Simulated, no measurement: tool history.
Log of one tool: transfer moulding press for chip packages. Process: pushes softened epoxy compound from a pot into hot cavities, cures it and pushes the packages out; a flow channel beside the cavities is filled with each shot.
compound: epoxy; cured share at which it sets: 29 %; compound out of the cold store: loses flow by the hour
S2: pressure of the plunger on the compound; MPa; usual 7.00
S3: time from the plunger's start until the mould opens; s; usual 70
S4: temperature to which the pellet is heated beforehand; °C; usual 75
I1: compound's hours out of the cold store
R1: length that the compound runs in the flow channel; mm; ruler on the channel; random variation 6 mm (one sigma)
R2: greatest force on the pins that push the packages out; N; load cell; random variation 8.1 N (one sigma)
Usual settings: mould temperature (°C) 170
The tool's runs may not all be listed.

Run 1, hour 0.0: usual settings; I1 43.8. Result: R1 556 mm, R2 532 N.
Run 2, hour 10.0: usual settings; I1 31.9. Result: R1 608 mm, R2 593 N.
Run 3, hour 16.3: usual settings but S2 6.60 MPa; I1 28.5. Result: R1 605 mm, R2 618 N.
Run 4, hour 23.5: usual settings; I1 33.2. Result: R1 605 mm, R2 622 N.
At hour 25.7: cavities cleaned with cleaning compound and waxed.
Run 5, hour 36.0: usual settings; I1 11.6. Result: R1 679 mm, R2 841 N.
Run 6, hour 48.3: usual settings but S2 8.08 MPa; I1 23.7. Result: R1 678 mm, R2 787 N.
At hour 54.6: plunger's sealing rings changed.
Run 7, hour 57.3: usual settings but mould temperature (°C) 168, S2 8.08 MPa, S4 68 °C; I1 41.3. Result: R1 679 mm, R2 874 N.
Run 8, hour 66.9: usual settings but S3 102 s; I1 46.3. Result: R1 593 mm, R2 353 N.
At hour 74.5: cavities cleaned with cleaning compound and waxed, once more.
Run 9, hour 82.0: usual settings but S2 6.42 MPa, S3 98 s, S4 84 °C; I1 8.4. Result: R1 718 mm, R2 201 N.
Run 10, hour 88.2: usual settings but S2 5.71 MPa, S3 85 s, S4 80 °C; I1 32.6. Result: R1 587 mm, R2 263 N.
Run 11, hour 101.4: usual settings but S2 6.19 MPa; I1 38.5. Result: R1 577 mm, R2 485 N.

Forecast each of these 4 alternatives for the next run:
Run A, hour 115.2: usual settings but mould temperature (°C) 163, S2 6.19 MPa, S4 73 °C; I1 10.5. Result: R1 ?, R2 ?.
Run B, hour 115.2: usual settings but mould temperature (°C) 164, S2 7.20 MPa, S4 67 °C; I1 43.5. Result: R1 ?, R2 ?.
Run C, hour 115.2: usual settings but mould temperature (°C) 168, S2 8.22 MPa, S3 69 s; I1 9.3. Result: R1 ?, R2 ?.
Run D, hour 115.2: usual settings but S4 83 °C; I1 44.4. Result: R1 ?, R2 ?.

run   R1   R2
  A  710  945
  B  619  791
  C  831  722
  D  607  508
Without the tool's hidden state the same runs would have given:
run   R1   R2
  A  720  621
  B  628  520
  C  843  473
  D  616  334
